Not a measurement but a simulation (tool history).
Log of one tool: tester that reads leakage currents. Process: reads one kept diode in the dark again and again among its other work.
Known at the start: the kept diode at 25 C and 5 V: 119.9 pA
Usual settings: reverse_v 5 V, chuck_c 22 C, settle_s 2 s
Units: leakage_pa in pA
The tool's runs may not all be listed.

| run | day | reverse_v | chuck_c | settle_s | leakage_pa |
|---|---|---|---|---|---|
| 1 | 0 | 5 | 22 | 2 | 109.95 |
|  | 1.904 | probe card cleaned and baked |
| 2 | 7.308 | 13.46 | 22 | 2 | 155.81 |
| 3 | 11.875 | 13.46 | 22 | 2 | 159.77 |
| 4 | 16.958 | 5 | 30 | 2 | 201.79 |
| 5 | 21.712 | 5 | 30 | 2 | 204.72 |
| 6 | 30.05 | 4.11 | 22 | 2 | 94.04 |
| 7 | 33.95 | 5 | 29 | 2 | 192.12 |
| 8 | 42.038 | 18.66 | 22 | 2 | 217.01 |
| 9 | 46.096 | 5 | 38 | 2 | 414.46 |

Run 10 comes next. What will it give?
| 10 | 54.346 | 4.79 | 32 | 2 | ? |

leakage_pa: 250.12 pA
Without the tool's hidden state the same run would have given leakage_pa 219.61 pA.
